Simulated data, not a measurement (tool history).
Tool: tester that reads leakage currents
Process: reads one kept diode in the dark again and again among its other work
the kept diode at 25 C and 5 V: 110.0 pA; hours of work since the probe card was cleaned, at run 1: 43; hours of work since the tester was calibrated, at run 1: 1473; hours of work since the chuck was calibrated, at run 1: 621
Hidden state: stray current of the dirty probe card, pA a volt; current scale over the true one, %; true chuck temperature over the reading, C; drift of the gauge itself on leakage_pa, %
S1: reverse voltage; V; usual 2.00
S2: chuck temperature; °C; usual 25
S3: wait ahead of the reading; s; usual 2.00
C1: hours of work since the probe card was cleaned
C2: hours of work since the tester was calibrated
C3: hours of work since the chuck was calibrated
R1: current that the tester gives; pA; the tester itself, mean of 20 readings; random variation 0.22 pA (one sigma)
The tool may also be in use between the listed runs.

| run | day | S1 | S2 | S3 | C1 | C2 | C3 | R1 |
|---|---|---|---|---|---|---|---|---|
| 1 | 0.000 | 2.00 | 25 | 2.00 | 43 | 1473 | 621 | 78.56 |
| 2 | 11.371 | 2.00 | 25 | 2.00 | 203 | 1632 | 781 | 80.44 |
| 3 | 18.529 | 2.00 | 25 | 2.00 | 303 | 1732 | 881 | 81.83 |
| 4 | 29.133 | 2.00 | 21 | 2.00 | 452 | 1881 | 1030 | 60.89 |
|  | 30.296 | chuck's temperature calibrated |
| 5 | 34.162 | 2.00 | 21 | 2.00 | 521 | 1950 | 54 | 51.86 |
| 6 | 39.967 | 2.00 | 21 | 2.00 | 602 | 2032 | 136 | 52.57 |
| 7 | 45.892 | 13.36 | 25 | 2.00 | 685 | 2115 | 219 | 185.09 |
| 8 | 54.242 | 13.36 | 25 | 2.00 | 802 | 2232 | 336 | 188.86 |
| 9 | 65.879 | 13.36 | 25 | 2.00 | 966 | 2395 | 499 | 192.91 |
| 10 | 71.000 | 2.00 | 24 | 2.00 | 1037 | 2467 | 570 | 71.89 |
| 11 | 77.312 | 2.00 | 25 | 2.06 | 1126 | 2555 | 659 | 79.11 |
| 12 | 82.717 | 2.00 | 25 | 2.40 | 1202 | 2631 | 735 | 79.83 |
| 13 | 93.250 | 2.00 | 25 | 2.40 | 1349 | 2778 | 882 | 82.28 |
| 14 | 100.992 | 2.77 | 25 | 2.00 | 1458 | 2887 | 991 | 97.56 |
|  | 105.058 | chuck's temperature calibrated |
| 15 | 107.821 | 2.77 | 25 | 2.00 | 1552 | 2981 | 39 | 83.55 |
| 16 | 118.662 | 7.47 | 25 | 2.00 | 1704 | 3133 | 191 | 138.21 |
| 17 | 127.004 | 7.47 | 25 | 2.00 | 1821 | 3250 | 308 | 141.59 |
| 18 | 134.229 | 7.47 | 25 | 2.00 | 1922 | 3351 | 409 | 144.42 |
| 19 | 143.679 | 2.00 | 25 | 2.00 | 2055 | 3484 | 541 | 77.82 |
| 20 | 154.475 | 2.00 | 25 | 2.00 | 2206 | 3635 | 693 | 79.20 |
| 21 | 162.704 | 2.00 | 21 | 0.39 | 2321 | 3751 | 808 | 59.26 |
| 22 | 174.404 | 2.00 | 57 | 0.50 | 2485 | 3914 | 972 | 823.23 |
|  | 179.179 | chuck's temperature calibrated |
| 23 | 180.642 | 2.00 | 24 | 0.36 | 2571 | 4001 | 21 | 66.83 |
| 24 | 187.154 | 2.00 | 24 | 0.36 | 2663 | 4092 | 112 | 67.69 |
| 25 | 198.188 | 2.00 | 25 | 3.36 | 2817 | 4247 | 266 | 74.30 |
| 26 | 207.054 | 2.00 | 54 | 1.11 | 2942 | 4371 | 391 | 632.02 |
| 27 | 214.225 | 2.00 | 54 | 1.11 | 3042 | 4471 | 491 | 640.30 |
| 28 | 224.288 | 14.48 | 34 | 1.11 | 3183 | 4612 | 632 | 417.51 |
| 29 | 235.925 | 2.00 | 27 | 7.85 | 3346 | 4775 | 795 | 95.13 |
| 30 | 243.904 | 1.32 | 34 | 1.65 | 3458 | 4887 | 907 | 135.13 |
|  | 253.750 | chuck's temperature calibrated |
| 31 | 253.800 | 1.32 | 34 | 1.65 | 3596 | 5025 | 1 | 116.33 |
|  | 261.767 | tester calibrated |
| 32 | 263.858 | 3.03 | 32 | 1.23 | 3735 | 29 | 140 | 154.18 |
| 33 | 270.438 | 3.03 | 49 | 1.23 | 3828 | 122 | 233 | 532.19 |
|  | 278.529 | probe card cleaned and baked |
| 34 | 279.988 | 3.03 | 49 | 1.23 | 20 | 254 | 365 | 543.38 |

Forecast run 35:
| 35 | 287.725 | 2.00 | 34 | 2.57 | 129 | 362 | 473 | ? |

Run 35 gave R1 152.92 pA.
Without the tool's hidden state the same run would have given R1 142.99 pA.
